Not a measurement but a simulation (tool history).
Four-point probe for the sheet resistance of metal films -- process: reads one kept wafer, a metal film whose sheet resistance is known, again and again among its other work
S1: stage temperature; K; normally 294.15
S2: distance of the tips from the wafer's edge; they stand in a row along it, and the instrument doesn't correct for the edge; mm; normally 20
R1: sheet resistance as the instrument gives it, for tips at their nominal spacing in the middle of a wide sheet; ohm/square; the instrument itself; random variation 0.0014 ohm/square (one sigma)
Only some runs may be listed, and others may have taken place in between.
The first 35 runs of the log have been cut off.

run 36 day=15.383 | S1=302.15 S2=20 | R1=6.819598
run 37 day=15.879 | S1=302.15 S2=20 | R1=6.818686
run 38 day=16.175 | S1=294.15 S2=34 | R1=6.831722
run 39 day=16.754 | S1=294.15 S2=34 | R1=6.829755
run 40 day=17.012 | S1=293.15 S2=11 | R1=6.83476
run 41 day=17.554 | S1=307.15 S2=20 | R1=6.809663
run 42 day=18.012 | S1=299.15 S2=20 | R1=6.818755
run 43 day=18.617 | S1=307.15 S2=67 | R1=6.806533
run 44 day=19.05 | S1=307.15 S2=67 | R1=6.808363

Alternative continuations, all from the tool just after run 44; predict every row:
run A day=19.588 | S1=301.15 S2=12 | R1=?
run B day=19.588 | S1=293.15 S2=28 | R1=?
run C day=19.588 | S1=294.15 S2=8 | R1=?
run D day=19.588 | S1=301.15 S2=8 | R1=?

run=A R1=6.824532
run=B R1=6.828473
run=C R1=6.841393
run=D R1=6.829878
With the hidden condition removed and each run's random variation left untouched, the same runs would have given:
run=A R1=6.872437
run=B R1=6.876437
run=C R1=6.889437
run=D R1=6.877816
